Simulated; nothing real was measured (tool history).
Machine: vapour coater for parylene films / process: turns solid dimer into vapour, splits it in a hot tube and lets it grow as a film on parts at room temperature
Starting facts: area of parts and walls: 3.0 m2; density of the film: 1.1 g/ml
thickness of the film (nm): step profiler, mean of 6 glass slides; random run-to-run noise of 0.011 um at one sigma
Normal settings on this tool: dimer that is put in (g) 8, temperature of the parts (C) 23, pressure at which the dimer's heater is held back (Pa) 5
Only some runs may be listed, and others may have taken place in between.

| run | hour | dimer that is put in (g) | temperature of the parts (C) | pressure at which the dimer's heater is held back (Pa) | thickness of the film (nm) |
|---|---|---|---|---|---|
| 1 | 0 | 8 | 23 | 5 | 1800 |
| 2 | 13.9 | 8 | 23 | 10.73 | 1670 |
| 3 | 44.3 | 8 | 26 | 10.73 | 1550 |
| 4 | 59 | 8 | 31 | 5 | 1460 |
| 5 | 75.3 | 8 | 21 | 5 | 1870 |
| 6 | 98.6 | 8 | 21 | 5 | 1880 |
| 7 | 113.7 | 8 | 21 | 5 | 1860 |
| 8 | 139.7 | 8 | 22 | 5 | 1810 |
| 9 | 168 | 8 | 22 | 5 | 1830 |
| 10 | 184.1 | 8 | 23 | 5 | 1750 |
| 11 | 205.9 | 8 | 23 | 5 | 1760 |
| 12 | 233 | 8 | 23 | 5 | 1750 |
| 13 | 263 | 8 | 28 | 4.1 | 1570 |
|  | 266 | table's thermometer calibrated |
| 14 | 278.9 | 8 | 32 | 4.1 | 1420 |
| 15 | 309.4 | 8 | 32 | 4.1 | 1430 |
| 16 | 326.2 | 8 | 32 | 4.1 | 1400 |
|  | 331.2 | table's thermometer calibrated, once more |
| 17 | 349.2 | 8 | 32 | 4.1 | 1400 |
| 18 | 369 | 8 | 32 | 4.1 | 1410 |
| 19 | 388.4 | 8 | 25 | 2.29 | 1780 |
| 20 | 419 | 6 | 25 | 2.19 | 1320 |
| 21 | 438.2 | 10 | 23 | 4 | 2210 |
| 22 | 456.8 | 7 | 21 | 4.87 | 1610 |
|  | 479.7 | trap's valve overhauled |
| 23 | 492.1 | 4 | 26 | 4.87 | 900 |
| 24 | 508.5 | 10 | 19 | 6.42 | 2570 |

Here are 3 independent what-if runs from the current tool condition. What would each one return?
| A | 525.5 | 10 | 25 | 6.42 | ? |
| B | 525.5 | 10 | 21 | 2.72 | ? |
| C | 525.5 | 10 | 24 | 2.65 | ? |

| run | thickness of the film (nm) |
|---|---|
| A | 2220 |
| B | 2630 |
| C | 2440 |
Without the tool's hidden state the same runs would have given:
| run | thickness of the film (nm) |
|---|---|
| A | 2250 |
| B | 2660 |
| C | 2470 |
